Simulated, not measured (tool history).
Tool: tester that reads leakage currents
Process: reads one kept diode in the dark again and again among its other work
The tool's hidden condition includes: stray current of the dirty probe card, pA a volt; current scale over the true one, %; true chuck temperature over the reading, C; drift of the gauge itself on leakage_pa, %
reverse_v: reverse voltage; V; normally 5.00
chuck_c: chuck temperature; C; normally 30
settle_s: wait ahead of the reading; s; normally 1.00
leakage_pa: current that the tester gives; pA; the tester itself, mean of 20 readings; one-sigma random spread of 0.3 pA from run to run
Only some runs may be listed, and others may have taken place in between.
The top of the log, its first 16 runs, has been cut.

| run | day | reverse_v | chuck_c | settle_s | hours of work since the probe card was cleaned | hours of work since the tester was calibrated | hours of work since the chuck was calibrated | leakage_pa |
|---|---|---|---|---|---|---|---|---|
| 17 | 32.017 | 8.40 | 30 | 1.00 | 682 | 758 | 2227 | 132.93 |
| 18 | 33.329 | 8.40 | 30 | 1.00 | 707 | 783 | 2252 | 133.53 |
| 19 | 34.742 | 8.40 | 30 | 1.00 | 734 | 810 | 2279 | 133.17 |
| 20 | 36.100 | 13.27 | 48 | 6.17 | 759 | 836 | 2305 | 749.46 |
|  | 36.971 | chuck's temperature calibrated |
| 21 | 37.471 | 12.01 | 45 | 2.10 | 784 | 860 | 9 | 561.47 |
| 22 | 39.117 | 2.68 | 45 | 2.10 | 815 | 891 | 41 | 239.90 |
| 23 | 41.321 | 9.89 | 50 | 3.85 | 857 | 933 | 82 | 747.14 |
| 24 | 43.121 | 1.03 | 25 | 2.80 | 891 | 967 | 116 | 25.93 |
| 25 | 45.142 | 7.05 | 37 | 3.21 | 929 | 1005 | 155 | 217.92 |
| 26 | 47.017 | 5.00 | 29 | 1.00 | 965 | 1041 | 190 | 90.79 |
| 27 | 49.292 | 5.00 | 29 | 1.00 | 1008 | 1084 | 233 | 90.96 |
| 28 | 51.371 | 5.00 | 46 | 1.14 | 1047 | 1123 | 273 | 369.54 |
| 29 | 53.512 | 6.82 | 46 | 5.94 | 1088 | 1164 | 313 | 441.82 |
| 30 | 55.488 | 4.46 | 31 | 5.94 | 1125 | 1201 | 351 | 100.82 |
| 31 | 58.225 | 4.46 | 31 | 3.73 | 1177 | 1253 | 402 | 100.64 |
| 32 | 60.158 | 1.44 | 48 | 1.00 | 1213 | 1290 | 439 | 212.97 |
| 33 | 62.188 | 1.44 | 48 | 1.00 | 1252 | 1328 | 477 | 213.23 |
| 34 | 64.729 | 14.60 | 30 | 0.87 | 1300 | 1376 | 526 | 183.38 |
| 35 | 66.550 | 14.60 | 30 | 0.87 | 1334 | 1411 | 560 | 181.72 |
| 36 | 67.967 | 3.43 | 34 | 0.54 | 1361 | 1438 | 587 | 112.38 |
| 37 | 69.221 | 5.00 | 25 | 0.41 | 1385 | 1461 | 611 | 64.70 |
| 38 | 71.388 | 4.62 | 26 | 1.99 | 1426 | 1502 | 652 | 66.61 |

3 options for the next run, each taken on its own from the tool as it stands now. Forecast them:
| A | 72.775 | 2.77 | 58 | 1.99 | 1452 | 1529 | 678 | ? |
| B | 72.775 | 5.00 | 58 | 1.00 | 1452 | 1529 | 678 | ? |
| C | 72.775 | 1.09 | 41 | 5.20 | 1452 | 1529 | 678 | ? |

| run | leakage_pa |
|---|---|
| A | 657.23 |
| B | 920.67 |
| C | 104.09 |
Stripped of hidden state, with their random variation kept, the same runs would have yielded:
| run | leakage_pa |
|---|---|
| A | 656.74 |
| B | 919.99 |
| C | 104.00 |
